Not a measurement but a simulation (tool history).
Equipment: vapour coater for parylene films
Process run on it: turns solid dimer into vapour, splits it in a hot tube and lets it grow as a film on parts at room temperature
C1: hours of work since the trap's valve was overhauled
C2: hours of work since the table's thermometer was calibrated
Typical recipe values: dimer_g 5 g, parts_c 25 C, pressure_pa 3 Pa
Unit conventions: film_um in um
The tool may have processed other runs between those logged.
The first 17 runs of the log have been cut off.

Run 18, day 30.279: usual settings but dimer_g 4 g, parts_c 36 C, pressure_pa 10.28 Pa; C1 597; C2 853. Result: film_um 0.91 um.
Run 19, day 31.433: usual settings but dimer_g 4 g, pressure_pa 9.66 Pa; C1 620; C2 876. Result: film_um 1.19 um.
Run 20, day 32.471: usual settings but dimer_g 4 g, pressure_pa 9.66 Pa; C1 641; C2 897. Result: film_um 1.15 um.
Run 21, day 33.575: usual settings but dimer_g 4 g, parts_c 36 C, pressure_pa 11.05 Pa; C1 662; C2 918. Result: film_um 0.9 um.
Run 22, day 34.554: usual settings but dimer_g 8 g, parts_c 27 C, pressure_pa 3.96 Pa; C1 682; C2 938. Result: film_um 2.41 um.
At day 34.892: trap's valve overhauled.
Run 23, day 36.725: usual settings but parts_c 33 C; C1 36; C2 977. Result: film_um 1.52 um.
Run 24, day 38.658: usual settings but parts_c 33 C; C1 74; C2 1015. Result: film_um 1.5 um.
Run 25, day 40.267: usual settings but dimer_g 7 g, parts_c 23 C, pressure_pa 3.22 Pa; C1 106; C2 1047. Result: film_um 2.64 um.
Run 26, day 42: usual settings but dimer_g 7 g, parts_c 23 C, pressure_pa 3.22 Pa; C1 140; C2 1081. Result: film_um 2.61 um.
Run 27, day 43.867: usual settings but dimer_g 7 g, parts_c 35 C, pressure_pa 3.3 Pa; C1 177; C2 1118. Result: film_um 1.98 um.
Run 28, day 45.942: usual settings but parts_c 21 C, pressure_pa 2.55 Pa; C1 218; C2 1159. Result: film_um 1.95 um.
Run 29, day 48.038: usual settings but pressure_pa 2.29 Pa; C1 259; C2 1200. Result: film_um 1.77 um.
Run 30, day 49.771: usual settings but parts_c 20 C; C1 294; C2 1235. Result: film_um 1.95 um.
Run 31, day 51.796: usual settings but dimer_g 6 g, parts_c 35 C, pressure_pa 2.65 Pa; C1 334; C2 1275. Result: film_um 1.62 um.
Run 32, day 53.079: usual settings but dimer_g 6 g, parts_c 35 C, pressure_pa 2.65 Pa; C1 359; C2 1300. Result: film_um 1.63 um.
Run 33, day 55.075: usual settings but parts_c 26 C, pressure_pa 3.02 Pa; C1 398; C2 1339. Result: film_um 1.65 um.

Below are 3 alternative next runs, each starting from the tool's condition after run 33. Predict each:
Run A, day 57.004: usual settings but dimer_g 2 g, parts_c 26 C, pressure_pa 2.42 Pa; C1 436; C2 1377. Result: film_um ?.
Run B, day 57.004: usual settings but dimer_g 2 g, parts_c 23 C, pressure_pa 3.02 Pa; C1 436; C2 1377. Result: film_um ?.
Run C, day 57.004: usual settings but dimer_g 8 g, pressure_pa 3.02 Pa; C1 436; C2 1377. Result: film_um ?.

run  film_um
  A     0.66
  B     0.71
  C     2.68
With the hidden condition removed and each run's random variation left untouched, the same runs would have given:
run  film_um
  A     0.74
  B     0.79
  C     2.99

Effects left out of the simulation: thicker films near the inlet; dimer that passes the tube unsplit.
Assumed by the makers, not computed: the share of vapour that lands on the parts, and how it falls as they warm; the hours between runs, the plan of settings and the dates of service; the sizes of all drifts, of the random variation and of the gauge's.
